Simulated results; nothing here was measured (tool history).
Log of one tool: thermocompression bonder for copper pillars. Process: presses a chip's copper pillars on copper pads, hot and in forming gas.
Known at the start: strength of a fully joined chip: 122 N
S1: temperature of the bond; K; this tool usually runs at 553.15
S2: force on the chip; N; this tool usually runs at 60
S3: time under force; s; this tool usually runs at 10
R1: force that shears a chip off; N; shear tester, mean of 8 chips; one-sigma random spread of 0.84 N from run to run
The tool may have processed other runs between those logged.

{"run": 1, "day": 0.0, "S1": 553.15, "S2": 60, "S3": 10, "R1": 56.6}
{"run": 2, "day": 1.833, "S1": 553.15, "S2": 60, "S3": 12, "R1": 58.6}
{"day": 2.662, "done": "forming gas filter changed"}
{"run": 3, "day": 4.729, "S1": 553.15, "S2": 60, "S3": 12, "R1": 63.5}
{"day": 5.171, "done": "heater calibrated with a thermocouple chip"}
{"run": 4, "day": 7.129, "S1": 553.15, "S2": 60, "S3": 12, "R1": 72.6}
{"run": 5, "day": 9.383, "S1": 553.15, "S2": 60, "S3": 12, "R1": 68.9}
{"run": 6, "day": 13.425, "S1": 553.15, "S2": 60, "S3": 12, "R1": 68.4}
{"run": 7, "day": 17.354, "S1": 553.15, "S2": 60, "S3": 26, "R1": 80.8}
{"day": 18.508, "done": "forming gas filter changed"}
{"run": 8, "day": 21.296, "S1": 553.15, "S2": 60, "S3": 26, "R1": 87.6}
{"run": 9, "day": 23.438, "S1": 553.15, "S2": 60, "S3": 26, "R1": 85.0}
{"run": 10, "day": 25.342, "S1": 553.15, "S2": 60, "S3": 26, "R1": 85.0}
{"run": 11, "day": 28.467, "S1": 553.15, "S2": 60, "S3": 26, "R1": 81.3}
{"run": 12, "day": 31.542, "S1": 553.15, "S2": 60, "S3": 26, "R1": 80.9}
{"day": 34.138, "done": "forming gas filter changed"}
{"run": 13, "day": 35.55, "S1": 553.15, "S2": 60, "S3": 26, "R1": 86.0}
{"run": 14, "day": 37.958, "S1": 573.15, "S2": 52, "S3": 13, "R1": 73.5}
{"run": 15, "day": 40.779, "S1": 542.15, "S2": 50, "S3": 13, "R1": 51.6}
{"run": 16, "day": 44.529, "S1": 542.15, "S2": 78, "S3": 22, "R1": 86.8}
{"run": 17, "day": 46.65, "S1": 577.15, "S2": 41, "S3": 9, "R1": 48.4}

Estimate the outcome of run 18 from the log above:
{"run": 18, "day": 48.967, "S1": 564.15, "S2": 71, "S3": 13, "R1": "?"}

R1: 79.1 N
Had the tool carried no hidden state, the very same run would have given R1 96.9 N.
